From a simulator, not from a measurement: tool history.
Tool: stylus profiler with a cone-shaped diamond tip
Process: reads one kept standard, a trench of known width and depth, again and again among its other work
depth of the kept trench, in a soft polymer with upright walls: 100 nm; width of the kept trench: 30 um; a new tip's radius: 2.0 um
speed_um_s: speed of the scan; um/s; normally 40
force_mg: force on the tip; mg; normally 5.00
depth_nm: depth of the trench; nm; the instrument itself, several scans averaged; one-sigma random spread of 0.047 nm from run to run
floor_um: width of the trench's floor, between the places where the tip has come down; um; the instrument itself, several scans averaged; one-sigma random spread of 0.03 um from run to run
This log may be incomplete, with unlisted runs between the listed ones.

run	day	speed_um_s	force_mg	depth_nm	floor_um
1	0.000	40	5.00	101.60	28.56
2	1.171	40	5.00	101.52	28.53
3	2.262	40	5.00	101.52	28.56
4	3.079	40	5.00	101.68	28.56
5	3.958	28	5.00	101.60	28.61
6	4.542	28	13.31	102.79	28.64
7	5.621	28	3.22	101.34	28.56
8	6.179	28	3.22	101.34	28.55
9	7.104	40	5.00	101.65	28.55

What does the tool deliver on the next run?
10	8.100	40	4.67	?	?

depth_nm: 101.57 nm
floor_um: 28.57 um
On a tool with no hidden condition, and with the same random variation, this run would have come out at depth_nm 101.16 nm, floor_um 28.67 um.
